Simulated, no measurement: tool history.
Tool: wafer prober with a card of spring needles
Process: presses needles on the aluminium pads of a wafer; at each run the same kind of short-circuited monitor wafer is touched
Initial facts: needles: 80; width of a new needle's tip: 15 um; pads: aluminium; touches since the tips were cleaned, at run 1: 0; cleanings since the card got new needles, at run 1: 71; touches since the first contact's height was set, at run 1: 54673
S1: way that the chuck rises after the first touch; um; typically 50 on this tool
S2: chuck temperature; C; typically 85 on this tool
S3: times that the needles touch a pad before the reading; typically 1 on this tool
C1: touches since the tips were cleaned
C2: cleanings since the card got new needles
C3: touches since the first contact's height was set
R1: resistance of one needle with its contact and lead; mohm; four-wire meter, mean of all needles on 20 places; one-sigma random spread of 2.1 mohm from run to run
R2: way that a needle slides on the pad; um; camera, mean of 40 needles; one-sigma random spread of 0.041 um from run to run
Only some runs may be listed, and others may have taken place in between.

run,day,S1,S2,S3,C1,C2,C3,R1,R2
1,0.000,50,85,1,0,71,54673,241,11.02
# day 0.196: tips cleaned on abrasive film
# day 0.354: tips cleaned on abrasive film
# day 0.517: tips cleaned on abrasive film
# day 0.675: tips cleaned on abrasive film
# day 0.871: tips cleaned on abrasive film
# day 1.029: tips cleaned on abrasive film
# day 1.188: tips cleaned on abrasive film
2,1.262,57,85,1,1290,78,76083,294,12.35
# day 1.383: tips cleaned on abrasive film
# day 1.542: tips cleaned on abrasive film
# day 1.592: height of the first contact set anew
# day 1.712: tips cleaned on abrasive film
# day 1.912: tips cleaned on abrasive film
# day 2.071: tips cleaned on abrasive film
# day 2.229: tips cleaned on abrasive film
# day 2.425: tips cleaned on abrasive film
3,2.542,50,85,2,1998,85,16083,294,11.21
# day 2.621: tips cleaned on abrasive film
# day 2.779: tips cleaned on abrasive film
# day 2.942: tips cleaned on abrasive film
# day 3.058: tips cleaned on abrasive film, once more
# day 3.221: tips cleaned on abrasive film
# day 3.417: tips cleaned on abrasive film
# day 3.575: tips cleaned on abrasive film
4,3.583,50,85,1,153,92,33674,252,11.16
# day 3.742: tips cleaned on abrasive film
# day 3.900: tips cleaned on abrasive film
# day 4.100: tips cleaned on abrasive film
# day 4.258: tips cleaned on abrasive film
# day 4.417: tips cleaned on abrasive film
# day 4.612: tips cleaned on abrasive film
5,4.671,50,39,1,955,98,52069,304,11.08
# day 4.788: tips cleaned on abrasive film
# day 4.988: tips cleaned on abrasive film
# day 5.146: tips cleaned on abrasive film
# day 5.342: tips cleaned on abrasive film
# day 5.500: tips cleaned on abrasive film
# day 5.700: tips cleaned on abrasive film
# day 5.896: tips cleaned on abrasive film
# day 6.096: tips cleaned on abrasive film
# day 6.292: tips cleaned on abrasive film
6,6.342,50,85,1,859,107,80426,306,10.82
# day 6.429: height of the first contact set anew
# day 6.475: tips cleaned on abrasive film
# day 6.633: tips cleaned on abrasive film
# day 6.792: tips cleaned on abrasive film
# day 6.950: tips cleaned on abrasive film
# day 7.108: tips cleaned on abrasive film
# day 7.308: tips cleaned on abrasive film
# day 7.467: tips cleaned on abrasive film
# day 7.662: tips cleaned on abrasive film
# day 7.858: tips cleaned on abrasive film
7,7.988,50,85,2,2208,116,26353,303,11.15
# day 8.029: tips cleaned on abrasive film
# day 8.229: tips cleaned on abrasive film
# day 8.425: tips cleaned on abrasive film
# day 8.583: tips cleaned on abrasive film
# day 8.779: tips cleaned on abrasive film
# day 8.942: tips cleaned on abrasive film
# day 9.100: tips cleaned on abrasive film
8,9.129,50,93,2,496,123,45628,269,11.02
# day 9.288: tips cleaned on abrasive film
# day 9.446: tips cleaned on abrasive film
# day 9.642: tips cleaned on abrasive film
# day 9.842: tips cleaned on abrasive film
# day 10.000: tips cleaned on abrasive film
# day 10.158: tips cleaned on abrasive film
9,10.212,50,85,1,959,129,64025,319,10.94
# day 10.333: tips cleaned on abrasive film
# day 10.492: tips cleaned on abrasive film
# day 10.688: tips cleaned on abrasive film
# day 10.888: tips cleaned on abrasive film
# day 11.083: tips cleaned on abrasive film
# day 11.242: tips cleaned on abrasive film
# day 11.254: height of the first contact set anew
# day 11.438: tips cleaned on abrasive film
10,11.438,50,73,1,0,136,3108,241,11.36
# day 11.638: tips cleaned on abrasive film
# day 11.833: tips cleaned on abrasive film
# day 11.992: tips cleaned on abrasive film
# day 12.150: tips cleaned on abrasive film
# day 12.308: tips cleaned on abrasive film
11,12.383,50,47,1,1251,141,19114,328,11.21
# day 12.500: tips cleaned on abrasive film
# day 12.662: tips cleaned on abrasive film
# day 12.821: tips cleaned on abrasive film
# day 13.017: tips cleaned on abrasive film
# day 13.212: tips cleaned on abrasive film
# day 13.375: tips cleaned on abrasive film
# day 13.533: tips cleaned on abrasive film
12,13.650,50,47,1,2081,148,40644,360,11.04
# day 13.696: tips cleaned on abrasive film
# day 13.854: tips cleaned on abrasive film
# day 14.050: tips cleaned on abrasive film
# day 14.250: tips cleaned on abrasive film
# day 14.408: tips cleaned on abrasive film
13,14.512,51,39,1,1858,153,55240,345,11.21
# day 14.596: tips cleaned on abrasive film
# day 14.792: tips cleaned on abrasive film
# day 14.992: tips cleaned on abrasive film
# day 15.188: tips cleaned on abrasive film
# day 15.346: tips cleaned on abrasive film
# day 15.846: card fitted with new needles
# day 16.004: tips cleaned on abrasive film
# day 16.162: tips cleaned on abrasive film
# day 16.362: tips cleaned on abrasive film
14,16.396,48,26,2,620,3,9340,231,10.87
# day 16.554: tips cleaned on abrasive film
# day 16.717: tips cleaned on abrasive film
# day 16.875: tips cleaned on abrasive film
# day 17.071: tips cleaned on abrasive film
# day 17.229: tips cleaned on abrasive film
# day 17.388: tips cleaned on abrasive film
15,17.508,48,26,2,2045,9,28153,262,10.68
# day 17.550: tips cleaned on abrasive film
# day 17.708: tips cleaned on abrasive film
# day 17.867: tips cleaned on abrasive film
# day 18.025: tips cleaned on abrasive film
# day 18.221: tips cleaned on abrasive film
# day 18.383: tips cleaned on abrasive film
# day 18.542: tips cleaned on abrasive film
16,18.562,48,70,2,394,16,45976,247,10.61
# day 18.721: tips cleaned on abrasive film
# day 18.921: tips cleaned on abrasive film
# day 19.079: tips cleaned on abrasive film
# day 19.275: tips cleaned on abrasive film
# day 19.471: tips cleaned on abrasive film
# day 19.633: tips cleaned on abrasive film
17,19.692,48,70,2,1035,22,65121,263,10.44
# day 19.812: tips cleaned on abrasive film
# day 20.008: tips cleaned on abrasive film
# day 20.208: tips cleaned on abrasive film
# day 20.367: tips cleaned on abrasive film
# day 20.562: tips cleaned on abrasive film
# day 20.654: height of the first contact set anew
# day 20.733: tips cleaned on abrasive film
# day 20.933: tips cleaned on abrasive film
# day 21.129: tips cleaned on abrasive film
# day 21.325: tips cleaned on abrasive film
18,21.421,50,85,2,1651,31,13053,270,11.32
# day 21.504: tips cleaned on abrasive film
# day 21.662: tips cleaned on abrasive film
# day 21.858: tips cleaned on abrasive film
# day 22.058: tips cleaned on abrasive film
# day 22.217: tips cleaned on abrasive film
# day 22.412: tips cleaned on abrasive film
19,22.483,33,51,2,1237,37,31057,313,7.27

Hidden state at the last listed run before each entry between runs and at the first one after, where it differs:
After run 1, before run 2: tips cleaned on abrasive film (day 0.196); tips cleaned on abrasive film (day 0.354); tips cleaned on abrasive film (day 0.517); tips cleaned on abrasive film (day 0.675); tips cleaned on abrasive film (day 0.871); tips cleaned on abrasive film (day 1.029); tips cleaned on abrasive film (day 1.188)
  debris on the tips, nm: 6.7 -> 72.8; way that the needles fall short of the set height, um: 1.63 -> 2.47; tips' diameter, um: 17.3 -> 18.97
  measured value less the no-hidden-state value, R1: +9 -> +64 mohm; R2: -0.37 -> -0.56 um
After run 2, before run 3: tips cleaned on abrasive film (day 1.383); tips cleaned on abrasive film (day 1.542); height of the first contact set anew (day 1.592); tips cleaned on abrasive film (day 1.712); tips cleaned on abrasive film (day 1.912); tips cleaned on abrasive film (day 2.071); tips cleaned on abrasive film (day 2.229); tips cleaned on abrasive film (day 2.425)
  debris on the tips, nm: 72.8 -> 96.1; way that the needles fall short of the set height, um: 2.47 -> 0.43; tips' diameter, um: 18.97 -> 19.19
  measured value less the no-hidden-state value, R1: +64 -> +62 mohm; R2: -0.56 -> -0.10 um
After run 3, before run 4: tips cleaned on abrasive film (day 2.621); tips cleaned on abrasive film (day 2.779); tips cleaned on abrasive film (day 2.942); tips cleaned on abrasive film, once more (day 3.058); tips cleaned on abrasive film (day 3.221); tips cleaned on abrasive film (day 3.417); tips cleaned on abrasive film (day 3.575)
  debris on the tips, nm: 96.1 -> 15; way that the needles fall short of the set height, um: 0.43 -> 1.04; tips' diameter, um: 19.19 -> 19.4
  measured value less the no-hidden-state value, R1: +62 -> +21 mohm; R2: -0.10 -> -0.24 um
After run 4, before run 5: tips cleaned on abrasive film (day 3.742); tips cleaned on abrasive film (day 3.900); tips cleaned on abrasive film (day 4.100); tips cleaned on abrasive film (day 4.258); tips cleaned on abrasive film (day 4.417); tips cleaned on abrasive film (day 4.612)
  debris on the tips, nm: 15 -> 69.3; way that the needles fall short of the set height, um: 1.04 -> 1.55; tips' diameter, um: 19.4 -> 19.58
  measured value less the no-hidden-state value, R1: +21 -> +84 mohm; R2: -0.24 -> -0.35 um
After run 5, before run 6: tips cleaned on abrasive film (day 4.788); tips cleaned on abrasive film (day 4.988); tips cleaned on abrasive film (day 5.146); tips cleaned on abrasive film (day 5.342); tips cleaned on abrasive film (day 5.500); tips cleaned on abrasive film (day 5.700); tips cleaned on abrasive film (day 5.896); tips cleaned on abrasive film (day 6.096); tips cleaned on abrasive film (day 6.292)
  debris on the tips, nm: 69.3 -> 58.4; way that the needles fall short of the set height, um: 1.55 -> 2.28; tips' diameter, um: 19.58 -> 19.83
  measured value less the no-hidden-state value, R1: +84 -> +73 mohm; R2: -0.35 -> -0.52 um
After run 6, before run 7: height of the first contact set anew (day 6.429); tips cleaned on abrasive film (day 6.475); tips cleaned on abrasive film (day 6.633); tips cleaned on abrasive film (day 6.792); tips cleaned on abrasive film (day 6.950); tips cleaned on abrasive film (day 7.108); tips cleaned on abrasive film (day 7.308); tips cleaned on abrasive film (day 7.467); tips cleaned on abrasive film (day 7.662); tips cleaned on abrasive film (day 7.858)
  debris on the tips, nm: 58.4 -> 98.1; way that the needles fall short of the set height, um: 2.28 -> 0.87; tips' diameter, um: 19.83 -> 20.14
  measured value less the no-hidden-state value, R1: +73 -> +71 mohm; R2: -0.52 -> -0.19 um
After run 7, before run 8: tips cleaned on abrasive film (day 8.029); tips cleaned on abrasive film (day 8.229); tips cleaned on abrasive film (day 8.425); tips cleaned on abrasive film (day 8.583); tips cleaned on abrasive film (day 8.779); tips cleaned on abrasive film (day 8.942); tips cleaned on abrasive film (day 9.100)
  debris on the tips, nm: 98.1 -> 44.1; way that the needles fall short of the set height, um: 0.87 -> 1.47; tips' diameter, um: 20.14 -> 20.35
  measured value less the no-hidden-state value, R1: +71 -> +37 mohm; R2: -0.19 -> -0.33 um
After run 8, before run 9: tips cleaned on abrasive film (day 9.288); tips cleaned on abrasive film (day 9.446); tips cleaned on abrasive film (day 9.642); tips cleaned on abrasive film (day 9.842); tips cleaned on abrasive film (day 10.000); tips cleaned on abrasive film (day 10.158)
  debris on the tips, nm: 44.1 -> 65.1; way that the needles fall short of the set height, um: 1.47 -> 1.99; tips' diameter, um: 20.35 -> 20.53
  measured value less the no-hidden-state value, R1: +37 -> +86 mohm; R2: -0.33 -> -0.45 um
After run 9, before run 10: tips cleaned on abrasive film (day 10.333); tips cleaned on abrasive film (day 10.492); tips cleaned on abrasive film (day 10.688); tips cleaned on abrasive film (day 10.888); tips cleaned on abrasive film (day 11.083); tips cleaned on abrasive film (day 11.242); height of the first contact set anew (day 11.254); tips cleaned on abrasive film (day 11.438)
  debris on the tips, nm: 65.1 -> 6.6; way that the needles fall short of the set height, um: 1.99 -> 0.11; tips' diameter, um: 20.53 -> 20.75
  measured value less the no-hidden-state value, R1: +86 -> +14 mohm; R2: -0.45 -> -0.03 um
After run 10, before run 11: tips cleaned on abrasive film (day 11.638); tips cleaned on abrasive film (day 11.833); tips cleaned on abrasive film (day 11.992); tips cleaned on abrasive film (day 12.150); tips cleaned on abrasive film (day 12.308)
  debris on the tips, nm: 6.6 -> 82.5; way that the needles fall short of the set height, um: 0.11 -> 0.52; tips' diameter, um: 20.75 -> 20.89
  measured value less the no-hidden-state value, R1: +14 -> +107 mohm; R2: -0.03 -> -0.12 um
After run 11, before run 12: tips cleaned on abrasive film (day 12.500); tips cleaned on abrasive film (day 12.662); tips cleaned on abrasive film (day 12.821); tips cleaned on abrasive film (day 13.017); tips cleaned on abrasive film (day 13.212); tips cleaned on abrasive film (day 13.375); tips cleaned on abrasive film (day 13.533)
  debris on the tips, nm: 82.5 -> 100.7; way that the needles fall short of the set height, um: 0.52 -> 1.18; tips' diameter, um: 20.89 -> 21.13
  measured value less the no-hidden-state value, R1: +107 -> +136 mohm; R2: -0.12 -> -0.26 um
After run 12, before run 13: tips cleaned on abrasive film (day 13.696); tips cleaned on abrasive film (day 13.854); tips cleaned on abrasive film (day 14.050); tips cleaned on abrasive film (day 14.250); tips cleaned on abrasive film (day 14.408)
  debris on the tips, nm: 100.7 -> 95.7; way that the needles fall short of the set height, um: 1.18 -> 1.61; tips' diameter, um: 21.13 -> 21.28
  measured value less the no-hidden-state value, R1: +136 -> +128 mohm; R2: -0.26 -> -0.37 um
After run 13, before run 14: tips cleaned on abrasive film (day 14.596); tips cleaned on abrasive film (day 14.792); tips cleaned on abrasive film (day 14.992); tips cleaned on abrasive film (day 15.188); tips cleaned on abrasive film (day 15.346); card fitted with new needles (day 15.846); tips cleaned on abrasive film (day 16.004); tips cleaned on abrasive film (day 16.162); tips cleaned on abrasive film (day 16.362)
  debris on the tips, nm: 95.7 -> 42.7; way that the needles fall short of the set height, um: 1.61 -> 0.3; tips' diameter, um: 21.28 -> 15.11
  measured value less the no-hidden-state value, R1: +128 -> +20 mohm; R2: -0.37 -> -0.07 um
After run 14, before run 15: tips cleaned on abrasive film (day 16.554); tips cleaned on abrasive film (day 16.717); tips cleaned on abrasive film (day 16.875); tips cleaned on abrasive film (day 17.071); tips cleaned on abrasive film (day 17.229); tips cleaned on abrasive film (day 17.388)
  debris on the tips, nm: 42.7 -> 93.1; way that the needles fall short of the set height, um: 0.3 -> 0.83; tips' diameter, um: 15.11 -> 15.29
  measured value less the no-hidden-state value, R1: +20 -> +46 mohm; R2: -0.07 -> -0.18 um
After run 15, before run 16: tips cleaned on abrasive film (day 17.550); tips cleaned on abrasive film (day 17.708); tips cleaned on abrasive film (day 17.867); tips cleaned on abrasive film (day 18.025); tips cleaned on abrasive film (day 18.221); tips cleaned on abrasive film (day 18.383); tips cleaned on abrasive film (day 18.542)
  debris on the tips, nm: 93.1 -> 39.1; way that the needles fall short of the set height, um: 0.83 -> 1.43; tips' diameter, um: 15.29 -> 15.5
  measured value less the no-hidden-state value, R1: +46 -> +20 mohm; R2: -0.18 -> -0.32 um
After run 16, before run 17: tips cleaned on abrasive film (day 18.721); tips cleaned on abrasive film (day 18.921); tips cleaned on abrasive film (day 19.079); tips cleaned on abrasive film (day 19.275); tips cleaned on abrasive film (day 19.471); tips cleaned on abrasive film (day 19.633)
  debris on the tips, nm: 39.1 -> 65.1; way that the needles fall short of the set height, um: 1.43 -> 1.99; tips' diameter, um: 15.5 -> 15.7
  measured value less the no-hidden-state value, R1: +20 -> +34 mohm; R2: -0.32 -> -0.46 um
After run 17, before run 18: tips cleaned on abrasive film (day 19.812); tips cleaned on abrasive film (day 20.008); tips cleaned on abrasive film (day 20.208); tips cleaned on abrasive film (day 20.367); tips cleaned on abrasive film (day 20.562); height of the first contact set anew (day 20.654); tips cleaned on abrasive film (day 20.733); tips cleaned on abrasive film (day 20.933); tips cleaned on abrasive film (day 21.129); tips cleaned on abrasive film (day 21.325)
  debris on the tips, nm: 65.1 -> 88.3; way that the needles fall short of the set height, um: 1.99 -> 0.36; tips' diameter, um: 15.7 -> 15.98
  measured value less the no-hidden-state value, R1: +34 -> +40 mohm; R2: -0.46 -> -0.08 um
After run 18, before run 19: tips cleaned on abrasive film (day 21.504); tips cleaned on abrasive film (day 21.662); tips cleaned on abrasive film (day 21.858); tips cleaned on abrasive film (day 22.058); tips cleaned on abrasive film (day 22.217); tips cleaned on abrasive film (day 22.412)
  debris on the tips, nm: 88.3 -> 72.6; way that the needles fall short of the set height, um: 0.36 -> 0.91; tips' diameter, um: 15.98 -> 16.17
  measured value less the no-hidden-state value, R1: +40 -> +79 mohm; R2: -0.08 -> -0.21 um
